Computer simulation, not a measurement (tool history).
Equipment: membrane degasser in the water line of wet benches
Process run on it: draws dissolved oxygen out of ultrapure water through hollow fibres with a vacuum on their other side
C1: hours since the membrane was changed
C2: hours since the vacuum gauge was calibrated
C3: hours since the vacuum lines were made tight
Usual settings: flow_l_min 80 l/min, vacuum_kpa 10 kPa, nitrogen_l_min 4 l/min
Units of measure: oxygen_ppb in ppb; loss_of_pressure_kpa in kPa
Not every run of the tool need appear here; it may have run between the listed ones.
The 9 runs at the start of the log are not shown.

Run 10, hour 1240.1: usual settings but vacuum_kpa 10.1 kPa; C1 7062; C2 4275; C3 1408. Result: oxygen_ppb 303.8 ppb, loss_of_pressure_kpa 48.58 kPa.
Run 11, hour 1350.3: usual settings but vacuum_kpa 10.1 kPa; C1 7172; C2 4385; C3 1518. Result: oxygen_ppb 305.2 ppb, loss_of_pressure_kpa 48.27 kPa.
Run 12, hour 1530.9: usual settings but vacuum_kpa 10.1 kPa; C1 7353; C2 4566; C3 1699. Result: oxygen_ppb 305.1 ppb, loss_of_pressure_kpa 48.49 kPa.
At hour 1582.8: gauge calibrated.
Run 13, hour 1646.5: usual settings; C1 7468; C2 4682; C3 1814. Result: oxygen_ppb 306.9 ppb, loss_of_pressure_kpa 48.41 kPa.
Run 14, hour 1743.3: usual settings but nitrogen_l_min 9.54 l/min; C1 7565; C2 4778; C3 1911. Result: oxygen_ppb 145.9 ppb, loss_of_pressure_kpa 48.41 kPa.
Run 15, hour 1901.9: usual settings but nitrogen_l_min 9.54 l/min; C1 7724; C2 4937; C3 2070. Result: oxygen_ppb 145.4 ppb, loss_of_pressure_kpa 48.64 kPa.
Run 16, hour 2067.7: usual settings but nitrogen_l_min 5.04 l/min; C1 7889; C2 5103; C3 2235. Result: oxygen_ppb 249.1 ppb, loss_of_pressure_kpa 48.42 kPa.
Run 17, hour 2190.2: usual settings but nitrogen_l_min 2.09 l/min; C1 8012; C2 5225; C3 2358. Result: oxygen_ppb 505.9 ppb, loss_of_pressure_kpa 48.25 kPa.
Run 18, hour 2302.1: usual settings but flow_l_min 65 l/min, nitrogen_l_min 8.57 l/min; C1 8124; C2 5337; C3 2470. Result: oxygen_ppb 125.8 ppb, loss_of_pressure_kpa 39.27 kPa.
Run 19, hour 2390.2: usual settings but flow_l_min 73 l/min, vacuum_kpa 20.4 kPa, nitrogen_l_min 1.78 l/min; C1 8212; C2 5425; C3 2558. Result: oxygen_ppb 1220.9 ppb, loss_of_pressure_kpa 44.3 kPa.
Run 20, hour 2558.9: usual settings but flow_l_min 64 l/min, vacuum_kpa 21.1 kPa, nitrogen_l_min 5.32 l/min; C1 8381; C2 5594; C3 2727. Result: oxygen_ppb 476.3 ppb, loss_of_pressure_kpa 38.83 kPa.
Run 21, hour 2701.1: usual settings but flow_l_min 124 l/min, vacuum_kpa 24.5 kPa, nitrogen_l_min 1.66 l/min; C1 8523; C2 5736; C3 2869. Result: oxygen_ppb 2156.9 ppb, loss_of_pressure_kpa 75.1 kPa.
Run 22, hour 2776: usual settings but vacuum_kpa 15.4 kPa; C1 8598; C2 5811; C3 2944. Result: oxygen_ppb 515.7 ppb, loss_of_pressure_kpa 48.51 kPa.
Run 23, hour 2937.9: usual settings but flow_l_min 96 l/min, vacuum_kpa 6.7 kPa; C1 8760; C2 5973; C3 3106. Result: oxygen_ppb 198.2 ppb, loss_of_pressure_kpa 57.76 kPa.
Run 24, hour 3116.9: usual settings but flow_l_min 96 l/min, vacuum_kpa 7 kPa; C1 8939; C2 6152; C3 3285. Result: oxygen_ppb 212.9 ppb, loss_of_pressure_kpa 58.08 kPa.
Run 25, hour 3258.2: usual settings but flow_l_min 96 l/min, vacuum_kpa 7 kPa, nitrogen_l_min 7.09 l/min; C1 9080; C2 6293; C3 3426. Result: oxygen_ppb 136.5 ppb, loss_of_pressure_kpa 58.51 kPa.
Run 26, hour 3391.3: usual settings but flow_l_min 78 l/min, vacuum_kpa 8 kPa; C1 9213; C2 6426; C3 3559. Result: oxygen_ppb 211.2 ppb, loss_of_pressure_kpa 47.31 kPa.
Run 27, hour 3515.7: usual settings but flow_l_min 64 l/min, vacuum_kpa 18.2 kPa; C1 9338; C2 6551; C3 3683. Result: oxygen_ppb 503 ppb, loss_of_pressure_kpa 38.85 kPa.
Run 28, hour 3671.1: usual settings but vacuum_kpa 21.1 kPa, nitrogen_l_min 3.37 l/min; C1 9493; C2 6706; C3 3839. Result: oxygen_ppb 825.1 ppb, loss_of_pressure_kpa 48.82 kPa.
Run 29, hour 3785: usual settings but vacuum_kpa 21.1 kPa, nitrogen_l_min 3.37 l/min; C1 9607; C2 6820; C3 3953. Result: oxygen_ppb 825.5 ppb, loss_of_pressure_kpa 48.53 kPa.
Run 30, hour 3912.4: usual settings but vacuum_kpa 21.1 kPa, nitrogen_l_min 3.37 l/min; C1 9734; C2 6948; C3 4080. Result: oxygen_ppb 822 ppb, loss_of_pressure_kpa 48.8 kPa.
Run 31, hour 4073: usual settings but flow_l_min 56 l/min, vacuum_kpa 9.8 kPa, nitrogen_l_min 3.37 l/min; C1 9895; C2 7108; C3 4241. Result: oxygen_ppb 238 ppb, loss_of_pressure_kpa 33.4 kPa.

Alternative continuations, all from the tool just after run 31; predict every row:
Run A, hour 4203.2: usual settings but nitrogen_l_min 6.14 l/min; C1 10025; C2 7238; C3 4371. Result: oxygen_ppb ?, loss_of_pressure_kpa ?.
Run B, hour 4203.2: usual settings but flow_l_min 56 l/min, vacuum_kpa 8.2 kPa, nitrogen_l_min 3.63 l/min; C1 10025; C2 7238; C3 4371. Result: oxygen_ppb ?, loss_of_pressure_kpa ?.
Run C, hour 4203.2: usual settings but flow_l_min 56 l/min, vacuum_kpa 9.8 kPa, nitrogen_l_min 1.6 l/min; C1 10025; C2 7238; C3 4371. Result: oxygen_ppb ?, loss_of_pressure_kpa ?.
Run D, hour 4203.2: usual settings but flow_l_min 56 l/min, vacuum_kpa 22 kPa, nitrogen_l_min 2.55 l/min; C1 10025; C2 7238; C3 4371. Result: oxygen_ppb ?, loss_of_pressure_kpa ?.

run  oxygen_ppb  loss_of_pressure_kpa
  A       204.5                 48.54
  B       169.4                 33.79
  C       438.3                 33.81
  D       798.1                  33.8
Without the tool's unlogged condition, the same runs would have read:
run  oxygen_ppb  loss_of_pressure_kpa
  A       213.2                 48.52
  B       176.5                 33.78
  C       456.8                  33.8
  D         832                 33.79
